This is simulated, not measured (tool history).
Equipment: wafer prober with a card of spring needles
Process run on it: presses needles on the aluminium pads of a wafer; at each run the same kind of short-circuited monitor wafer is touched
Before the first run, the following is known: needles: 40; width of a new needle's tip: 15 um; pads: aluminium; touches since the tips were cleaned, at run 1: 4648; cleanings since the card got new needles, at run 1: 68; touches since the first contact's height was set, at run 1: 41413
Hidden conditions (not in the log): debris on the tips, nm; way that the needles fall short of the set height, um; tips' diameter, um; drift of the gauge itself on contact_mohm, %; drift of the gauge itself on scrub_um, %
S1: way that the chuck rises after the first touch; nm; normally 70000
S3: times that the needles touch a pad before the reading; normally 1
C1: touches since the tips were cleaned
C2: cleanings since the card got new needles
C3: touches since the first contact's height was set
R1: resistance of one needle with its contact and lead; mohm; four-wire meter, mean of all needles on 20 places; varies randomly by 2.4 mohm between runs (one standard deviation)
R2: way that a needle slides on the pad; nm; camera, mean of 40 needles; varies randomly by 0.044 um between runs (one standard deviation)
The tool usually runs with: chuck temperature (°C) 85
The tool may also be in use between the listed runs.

Run 1, hour 0.0: usual settings; C1 4648; C2 68; C3 41413. Result: R1 361 mohm, R2 13700 nm.
At hour 4.6: tips cleaned on abrasive film.
At hour 25.1: tips cleaned on abrasive film.
At hour 44.6: tips cleaned on abrasive film.
Run 2, hour 46.5: usual settings; C1 503; C2 71; C3 53425. Result: R1 300 mohm, R2 13660 nm.
At hour 63.1: tips cleaned on abrasive film.
At hour 82.0: tips cleaned on abrasive film.
Run 3, hour 99.2: usual settings; C1 4470; C2 73; C3 67052. Result: R1 360 mohm, R2 13640 nm.
At hour 103.7: tips cleaned on abrasive film.
At hour 125.1: tips cleaned on abrasive film.
Run 4, hour 131.5: usual settings; C1 1658; C2 75; C3 75383. Result: R1 324 mohm, R2 13650 nm.
At hour 146.6: tips cleaned on abrasive film.
At hour 168.0: tips cleaned on abrasive film.
At hour 190.8: tips cleaned on abrasive film.
Run 5, hour 192.5: usual settings; C1 434; C2 78; C3 91139. Result: R1 296 mohm, R2 13510 nm.
At hour 210.3: tips cleaned on abrasive film.
At hour 229.7: tips cleaned on abrasive film.
Run 6, hour 246.8: usual settings but S3 3; C1 4433; C2 80; C3 105198. Result: R1 314 mohm, R2 13590 nm.
At hour 251.4: tips cleaned on abrasive film.
At hour 255.5: height of the first contact set anew.
At hour 270.8: tips cleaned on abrasive film.
Run 7, hour 280.3: usual settings but S1 83000 nm, chuck temperature (°C) 29, S3 2; C1 2457; C2 82; C3 6411. Result: R1 292 mohm, R2 16370 nm.
At hour 289.3: tips cleaned on abrasive film.
At hour 310.6: tips cleaned on abrasive film.
At hour 329.7: tips cleaned on abrasive film.
Run 8, hour 329.7: usual settings but S1 84000 nm, chuck temperature (°C) 54, S3 2; C1 0; C2 85; C3 19167. Result: R1 270 mohm, R2 16490 nm.
At hour 351.2: tips cleaned on abrasive film.
At hour 369.9: tips cleaned on abrasive film.
Run 9, hour 379.2: usual settings but S1 90000 nm, chuck temperature (°C) 105; C1 2419; C2 87; C3 31965. Result: R1 313 mohm, R2 17740 nm.

Run 10 is up next; what results do you expect?
At hour 391.8: tips cleaned on abrasive film.
At hour 412.4: tips cleaned on abrasive film.
Run 10, hour 412.4: usual settings but S1 67000 nm, chuck temperature (°C) 111, S3 2; C1 0; C2 89; C3 40551. Result: R1 ?, R2 ?.

R1: 294 mohm
R2: 13120 nm
Had the tool carried no hidden state, the very same run would have given R1 287 mohm, R2 13230 nm.
